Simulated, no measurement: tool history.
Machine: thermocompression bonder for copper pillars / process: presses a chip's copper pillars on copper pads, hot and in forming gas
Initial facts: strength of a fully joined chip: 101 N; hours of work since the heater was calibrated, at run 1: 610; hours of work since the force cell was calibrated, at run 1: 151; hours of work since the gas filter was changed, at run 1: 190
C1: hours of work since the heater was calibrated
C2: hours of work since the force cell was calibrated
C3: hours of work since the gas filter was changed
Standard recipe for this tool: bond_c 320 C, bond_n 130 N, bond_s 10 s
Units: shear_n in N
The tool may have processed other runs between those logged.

{"run": 1, "day": 0.0, "bond_c": 320, "bond_n": 130, "bond_s": 10, "C1": 610, "C2": 151, "C3": 190, "shear_n": 36.3}
{"run": 2, "day": 0.821, "bond_c": 320, "bond_n": 130, "bond_s": 7, "C1": 623, "C2": 163, "C3": 203, "shear_n": 31.6}
{"run": 3, "day": 1.425, "bond_c": 319, "bond_n": 130, "bond_s": 10, "C1": 632, "C2": 173, "C3": 213, "shear_n": 35.9}
{"run": 4, "day": 2.008, "bond_c": 319, "bond_n": 130, "bond_s": 10, "C1": 641, "C2": 182, "C3": 222, "shear_n": 35.4}
{"run": 5, "day": 2.483, "bond_c": 319, "bond_n": 130, "bond_s": 10, "C1": 649, "C2": 189, "C3": 229, "shear_n": 35.5}
{"run": 6, "day": 3.421, "bond_c": 319, "bond_n": 130, "bond_s": 10, "C1": 663, "C2": 204, "C3": 244, "shear_n": 35.4}
{"run": 7, "day": 3.933, "bond_c": 320, "bond_n": 130, "bond_s": 10, "C1": 671, "C2": 212, "C3": 252, "shear_n": 35.7}
{"run": 8, "day": 4.4, "bond_c": 320, "bond_n": 164, "bond_s": 10, "C1": 678, "C2": 219, "C3": 259, "shear_n": 45.5}
{"run": 9, "day": 5.138, "bond_c": 320, "bond_n": 164, "bond_s": 10, "C1": 690, "C2": 230, "C3": 270, "shear_n": 45.4}
{"run": 10, "day": 6.092, "bond_c": 320, "bond_n": 164, "bond_s": 10, "C1": 705, "C2": 245, "C3": 285, "shear_n": 45.1}
{"run": 11, "day": 6.729, "bond_c": 320, "bond_n": 164, "bond_s": 10, "C1": 715, "C2": 255, "C3": 295, "shear_n": 45.4}
{"day": 6.862, "done": "heater calibrated with a thermocouple chip"}
{"run": 12, "day": 7.417, "bond_c": 320, "bond_n": 164, "bond_s": 10, "C1": 9, "C2": 264, "C3": 304, "shear_n": 44.4}
{"run": 13, "day": 8.075, "bond_c": 320, "bond_n": 164, "bond_s": 10, "C1": 19, "C2": 275, "C3": 315, "shear_n": 44.1}
{"run": 14, "day": 8.788, "bond_c": 320, "bond_n": 164, "bond_s": 10, "C1": 30, "C2": 286, "C3": 326, "shear_n": 44.2}
{"run": 15, "day": 9.346, "bond_c": 320, "bond_n": 80, "bond_s": 10, "C1": 39, "C2": 294, "C3": 334, "shear_n": 19.4}
{"day": 9.962, "done": "heater calibrated with a thermocouple chip, once more"}
{"run": 16, "day": 10.188, "bond_c": 341, "bond_n": 130, "bond_s": 7, "C1": 3, "C2": 306, "C3": 346, "shear_n": 39.8}
{"run": 17, "day": 10.679, "bond_c": 320, "bond_n": 130, "bond_s": 7, "C1": 11, "C2": 314, "C3": 354, "shear_n": 31.1}
{"run": 18, "day": 11.196, "bond_c": 337, "bond_n": 84, "bond_s": 10, "C1": 19, "C2": 322, "C3": 362, "shear_n": 26.5}
{"run": 19, "day": 11.725, "bond_c": 337, "bond_n": 89, "bond_s": 10, "C1": 27, "C2": 330, "C3": 370, "shear_n": 28.4}
{"day": 12.1, "done": "forming gas filter changed"}
{"run": 20, "day": 12.167, "bond_c": 322, "bond_n": 163, "bond_s": 10, "C1": 34, "C2": 337, "C3": 1, "shear_n": 50.2}
{"run": 21, "day": 12.833, "bond_c": 329, "bond_n": 115, "bond_s": 10, "C1": 44, "C2": 347, "C3": 11, "shear_n": 38.3}
{"run": 22, "day": 13.721, "bond_c": 327, "bond_n": 164, "bond_s": 15, "C1": 58, "C2": 361, "C3": 25, "shear_n": 60.7}
{"run": 23, "day": 14.179, "bond_c": 307, "bond_n": 110, "bond_s": 10, "C1": 65, "C2": 368, "C3": 32, "shear_n": 27.8}
{"run": 24, "day": 14.633, "bond_c": 307, "bond_n": 170, "bond_s": 29, "C1": 72, "C2": 375, "C3": 39, "shear_n": 63.2}

Predict each of these 4 candidate next runs independently; none follows another, all start after run 24:
{"run": "A", "day": 15.083, "bond_c": 331, "bond_n": 190, "bond_s": 29, "C1": 79, "C2": 382, "C3": 46, "shear_n": "?"}
{"run": "B", "day": 15.083, "bond_c": 330, "bond_n": 149, "bond_s": 9, "C1": 79, "C2": 382, "C3": 46, "shear_n": "?"}
{"run": "C", "day": 15.083, "bond_c": 307, "bond_n": 117, "bond_s": 29, "C1": 79, "C2": 382, "C3": 46, "shear_n": "?"}
{"run": "D", "day": 15.083, "bond_c": 320, "bond_n": 101, "bond_s": 8, "C1": 79, "C2": 382, "C3": 46, "shear_n": "?"}

run=A shear_n=81.1
run=B shear_n=48.0
run=C shear_n=45.0
run=D shear_n=26.8
Stripped of hidden state, with their random variation kept, the same runs would have yielded:
run=A shear_n=81.2
run=B shear_n=47.6
run=C shear_n=44.7
run=D shear_n=26.5
